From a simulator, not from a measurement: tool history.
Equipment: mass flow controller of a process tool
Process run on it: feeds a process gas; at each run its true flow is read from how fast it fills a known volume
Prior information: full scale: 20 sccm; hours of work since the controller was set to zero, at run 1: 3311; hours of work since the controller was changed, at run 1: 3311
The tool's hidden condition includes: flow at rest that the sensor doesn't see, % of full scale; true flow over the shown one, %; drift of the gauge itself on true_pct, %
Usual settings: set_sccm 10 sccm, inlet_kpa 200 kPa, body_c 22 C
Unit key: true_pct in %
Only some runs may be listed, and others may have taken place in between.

| run | hour | set_sccm | inlet_kpa | body_c | hours of work since the controller was set to zero | hours of work since the controller was changed | true_pct |
|---|---|---|---|---|---|---|---|
| 1 | 0 | 10 | 200 | 22 | 3311 | 3311 | 98.43 |
| 2 | 214.7 | 10 | 200 | 22 | 3381 | 3381 | 98.31 |
| 3 | 495 | 10 | 200 | 22 | 3473 | 3473 | 98 |
| 4 | 669.9 | 10 | 200 | 22 | 3530 | 3530 | 97.7 |
| 5 | 862.9 | 10 | 200 | 22 | 3593 | 3593 | 97.54 |
| 6 | 1034.4 | 10 | 200 | 22 | 3649 | 3649 | 97.52 |
| 7 | 1211.3 | 11 | 200 | 22 | 3707 | 3707 | 97.26 |
| 8 | 1344.7 | 11 | 200 | 22 | 3750 | 3750 | 97.29 |
| 9 | 1563.6 | 10 | 200 | 32 | 3822 | 3822 | 97.97 |
| 10 | 1733 | 4 | 200 | 32 | 3877 | 3877 | 97.05 |
| 11 | 1957.7 | 4 | 200 | 20 | 3950 | 3950 | 95.52 |
| 12 | 2203.9 | 10 | 154 | 22 | 4031 | 4031 | 96.31 |
| 13 | 2358.9 | 10 | 154 | 22 | 4081 | 4081 | 96.14 |
|  | 2441.7 | gauge calibrated |
| 14 | 2614.1 | 10 | 154 | 22 | 4164 | 4164 | 98.34 |
| 15 | 2877.4 | 10 | 154 | 22 | 4250 | 4250 | 98.1 |
| 16 | 3146.1 | 10 | 154 | 22 | 4338 | 4338 | 97.81 |
| 17 | 3321.4 | 10 | 200 | 22 | 4395 | 4395 | 97.58 |
| 18 | 3597.9 | 4 | 200 | 22 | 4485 | 4485 | 96.49 |
| 19 | 3745.2 | 4 | 200 | 22 | 4534 | 4534 | 96.42 |
| 20 | 3968.9 | 4 | 200 | 22 | 4607 | 4607 | 96.1 |
| 21 | 4164.8 | 4 | 200 | 22 | 4670 | 4670 | 95.89 |
| 22 | 4381.5 | 4 | 200 | 22 | 4741 | 4741 | 95.59 |
| 23 | 4540.6 | 4 | 200 | 22 | 4793 | 4793 | 95.56 |
| 24 | 4824.7 | 10 | 200 | 22 | 4886 | 4886 | 96.01 |
| 25 | 5068.9 | 3 | 164 | 33 | 4965 | 4965 | 96.06 |
| 26 | 5250.6 | 3 | 164 | 33 | 5025 | 5025 | 95.85 |
| 27 | 5525.6 | 3 | 164 | 33 | 5115 | 5115 | 95.63 |
| 28 | 5688.7 | 3 | 164 | 33 | 5168 | 5168 | 95.37 |
| 29 | 5969.1 | 3 | 164 | 33 | 5259 | 5259 | 95.02 |
|  | 6169.9 | gauge calibrated |
| 30 | 6169.9 | 2 | 232 | 37 | 5325 | 5325 | 98.95 |
| 31 | 6303.8 | 3 | 200 | 33 | 5368 | 5368 | 98.71 |
| 32 | 6470.5 | 3 | 200 | 33 | 5423 | 5423 | 98.53 |
| 33 | 6621.8 | 4 | 200 | 33 | 5472 | 5472 | 98.33 |
| 34 | 6862.1 | 9 | 195 | 33 | 5551 | 5551 | 98.91 |
| 35 | 7076.4 | 10 | 274 | 30 | 5621 | 5621 | 98.26 |
| 36 | 7278.8 | 10 | 200 | 33 | 5687 | 5687 | 98.36 |
| 37 | 7401.8 | 8 | 147 | 20 | 5727 | 5727 | 96.74 |
| 38 | 7685.2 | 8 | 147 | 20 | 5819 | 5819 | 96.52 |
| 39 | 7920.9 | 4 | 184 | 23 | 5896 | 5896 | 96.1 |
| 40 | 8131.6 | 16 | 184 | 23 | 5965 | 5965 | 97.23 |
| 41 | 8344.6 | 5 | 149 | 36 | 6034 | 6034 | 97.15 |
| 42 | 8599 | 13 | 172 | 36 | 6117 | 6117 | 97.8 |
| 43 | 8722.9 | 3 | 204 | 20 | 6158 | 6158 | 94.81 |
| 44 | 8914.6 | 3 | 204 | 24 | 6220 | 6220 | 94.93 |
| 45 | 9174.5 | 3 | 204 | 24 | 6305 | 6305 | 94.65 |
| 46 | 9318.5 | 3 | 199 | 23 | 6352 | 6352 | 94.51 |
| 47 | 9468.9 | 2 | 230 | 23 | 6401 | 6401 | 94.02 |

Hidden state at the last listed run before each entry between runs and at the first one after, where it differs:
In the gap between runs 13 and 14: gauge calibrated (hour 2441.7)
  drift of the gauge itself on true_pct, %: -2.51 -> -0.18
  what was measured, less what the result would be without the hidden state, true_pct: -2.48 -> -0.18 %
In the gap between runs 29 and 30: gauge calibrated (hour 6169.9)
  drift of the gauge itself on true_pct, %: -3.75 -> 0
  what was measured, less what the result would be without the hidden state, true_pct: -3.73 -> -0.04 %
